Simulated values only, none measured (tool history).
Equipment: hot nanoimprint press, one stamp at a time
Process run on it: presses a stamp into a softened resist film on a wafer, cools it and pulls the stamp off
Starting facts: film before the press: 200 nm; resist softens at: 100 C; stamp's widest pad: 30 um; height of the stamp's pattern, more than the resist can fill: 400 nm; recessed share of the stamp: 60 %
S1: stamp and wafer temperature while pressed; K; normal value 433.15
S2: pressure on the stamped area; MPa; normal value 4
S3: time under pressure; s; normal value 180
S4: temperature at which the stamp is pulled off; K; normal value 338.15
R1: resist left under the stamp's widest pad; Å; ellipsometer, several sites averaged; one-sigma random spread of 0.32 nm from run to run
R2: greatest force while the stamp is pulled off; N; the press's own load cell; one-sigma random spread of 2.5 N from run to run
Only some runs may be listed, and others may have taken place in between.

| run | hour | S1 | S2 | S3 | S4 | R1 | R2 |
|---|---|---|---|---|---|---|---|
| 1 | 0 | 433.15 | 4 | 180 | 338.15 | 990 | 138 |
| 2 | 31.3 | 433.15 | 4 | 180 | 338.15 | 996 | 134 |
| 3 | 70.6 | 433.15 | 4 | 180 | 338.15 | 996 | 142 |
| 4 | 106.1 | 433.15 | 4 | 180 | 338.15 | 987 | 137 |
| 5 | 149.8 | 433.15 | 4 | 180 | 338.15 | 989 | 137 |
|  | 176.6 | stamp cleaned and given a new release coat |
| 6 | 180.1 | 433.15 | 4 | 180 | 338.15 | 989 | 140 |
| 7 | 218.4 | 433.15 | 4 | 180 | 338.15 | 993 | 141 |
| 8 | 255.3 | 433.15 | 4 | 180 | 338.15 | 990 | 137 |
| 9 | 293 | 433.15 | 4 | 180 | 342.15 | 994 | 129 |
|  | 321 | plate thermocouple calibrated |
| 10 | 327.8 | 443.15 | 4 | 210 | 327.15 | 647 | 173 |
|  | 354.1 | stamp cleaned and given a new release coat |
| 11 | 370.1 | 443.15 | 3.07 | 149 | 338.15 | 849 | 140 |
| 12 | 397.8 | 443.15 | 3.07 | 149 | 338.15 | 845 | 139 |
| 13 | 437.2 | 425.15 | 4 | 180 | 338.15 | 1324 | 142 |

Some steps in R1 between neighbouring runs. How much of each would the tool show without its hidden state too (settings, what came in, random variation), and how much is left for the hidden state, with any gauge scatter that isn't in both results?
The tool's hidden condition here consists of: true temperature over the reading, C; pressure that arrives at the usual setting, %; grip of the stamp's worn release coat, % over a new coat's; drift of the gauge itself on residual_nm, %; drift of the gauge itself on pull_off_n, %.
Run 12 -> 13: S1 443.15 -> 425.15, S2 3.07 -> 4, S3 149 -> 180. R1 +479 Å: hidden state -5, all else +484.
